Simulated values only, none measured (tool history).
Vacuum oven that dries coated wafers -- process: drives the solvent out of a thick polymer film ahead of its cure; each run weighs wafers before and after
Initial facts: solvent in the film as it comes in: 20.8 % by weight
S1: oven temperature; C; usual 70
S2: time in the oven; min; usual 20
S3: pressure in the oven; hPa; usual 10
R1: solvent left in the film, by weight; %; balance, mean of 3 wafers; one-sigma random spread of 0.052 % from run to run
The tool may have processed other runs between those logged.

| run | hour | S1 | S2 | S3 | R1 |
|---|---|---|---|---|---|
| 1 | 0 | 70 | 20 | 10 | 1.7 |
| 2 | 77.3 | 70 | 20 | 10 | 1.75 |
| 3 | 143.4 | 70 | 29 | 10 | 1.15 |
| 4 | 193.3 | 74 | 20 | 10 | 1.11 |
| 5 | 268.4 | 74 | 20 | 10 | 1.06 |
| 6 | 359.4 | 74 | 20 | 10 | 1.18 |
| 7 | 405.2 | 74 | 20 | 10 | 1.19 |
| 8 | 492.4 | 74 | 20 | 10 | 1.13 |
| 9 | 567 | 70 | 20 | 10 | 1.89 |
| 10 | 640.1 | 70 | 20 | 10 | 2.03 |
| 11 | 706.6 | 70 | 20 | 10 | 1.91 |
| 12 | 791.9 | 70 | 20 | 10 | 2.1 |
| 13 | 856.3 | 70 | 20 | 10 | 1.99 |
| 14 | 930.1 | 73 | 20 | 10 | 1.39 |
| 15 | 990.1 | 70 | 16 | 10 | 2.84 |
| 16 | 1042.8 | 70 | 16 | 10 | 2.82 |
| 17 | 1118.5 | 70 | 16 | 10 | 2.85 |
| 18 | 1187.7 | 70 | 26 | 10 | 1.55 |
| 19 | 1235.6 | 70 | 26 | 10 | 1.44 |
| 20 | 1306.8 | 70 | 26 | 10 | 1.56 |
| 21 | 1370.1 | 70 | 26 | 10 | 1.61 |
| 22 | 1437.2 | 70 | 26 | 10 | 1.63 |
| 23 | 1493.5 | 70 | 26 | 10 | 1.65 |
| 24 | 1565 | 70 | 26 | 10 | 1.62 |
|  | 1599.8 | oven's thermocouples calibrated |
| 25 | 1652.6 | 70 | 26 | 18.5 | 2.39 |
| 26 | 1698.4 | 82 | 20 | 7.9 | 0.63 |
| 27 | 1772.7 | 82 | 10 | 8.5 | 1.56 |
| 28 | 1843.7 | 82 | 10 | 8.5 | 1.66 |
| 29 | 1885.4 | 82 | 10 | 8.5 | 1.67 |
| 30 | 1972.9 | 82 | 10 | 8.5 | 1.61 |
| 31 | 2051.5 | 70 | 22 | 23.9 | 3.37 |
|  | 2072.6 | oven's thermocouples calibrated, once more |
|  | 2122.8 | vacuum gauge cleaned of residue and calibrated |
| 32 | 2142.4 | 82 | 20 | 26.9 | 1.23 |
| 33 | 2186.1 | 82 | 20 | 26.9 | 1.19 |
| 34 | 2281 | 62 | 16 | 17.2 | 6.01 |
| 35 | 2340.2 | 62 | 16 | 17.2 | 6.15 |
| 36 | 2406.3 | 73 | 20 | 10 | 1.18 |
| 37 | 2495 | 68 | 20 | 10 | 2.32 |
| 38 | 2550.7 | 62 | 20 | 10 | 4.57 |
| 39 | 2593.3 | 62 | 20 | 10 | 4.54 |
| 40 | 2681.5 | 64 | 20 | 10 | 3.74 |
| 41 | 2735 | 63 | 12 | 16.3 | 7.55 |
| 42 | 2793 | 72 | 22 | 12.4 | 1.46 |
| 43 | 2832.9 | 76 | 27 | 14.5 | 0.96 |
| 44 | 2924.8 | 63 | 34 | 16.1 | 2.8 |
| 45 | 2982 | 68 | 31 | 5.1 | 0.99 |
| 46 | 3077.4 | 68 | 31 | 5.1 | 1.08 |

Pick out some run-to-run changes in R1. Of each, how much would a tool without hidden state show as well, from the settings, what came in and chance, and how much is left for the hidden state and any gauge scatter not in both results compared?
The tool's hidden condition here consists of: true wafer temperature over the reading, C; true pressure over the reading, kPa; drift of the gauge itself on solvent_pct, %.
Run 25 -> 26: S1 70 -> 82, S2 26 -> 20, S3 18.5 -> 7.9. R1 -1.76 %: hidden state -0.45, all else -1.31.
Run 30 -> 31: S1 82 -> 70, S2 10 -> 22, S3 8.5 -> 23.9. R1 +1.76 %: hidden state +0.36, all else +1.4.
Run 31 -> 32: S1 70 -> 82, S2 22 -> 20, S3 23.9 -> 26.9, oven's thermocouples calibrated, once more, vacuum gauge cleaned of residue and calibrated. R1 -2.14 %: hidden state -1.03, all else -1.11.
Run 33 -> 34: S1 82 -> 62, S2 20 -> 16, S3 26.9 -> 17.2. R1 +4.82 %: hidden state +0.22, all else +4.6.
Run 35 -> 36: S1 62 -> 73, S2 16 -> 20, S3 17.2 -> 10. R1 -4.97 %: hidden state -0.16, all else -4.81.
Run 41 -> 42: S1 63 -> 72, S2 12 -> 22, S3 16.3 -> 12.4. R1 -6.09 %: hidden state -0.23, all else -5.86.

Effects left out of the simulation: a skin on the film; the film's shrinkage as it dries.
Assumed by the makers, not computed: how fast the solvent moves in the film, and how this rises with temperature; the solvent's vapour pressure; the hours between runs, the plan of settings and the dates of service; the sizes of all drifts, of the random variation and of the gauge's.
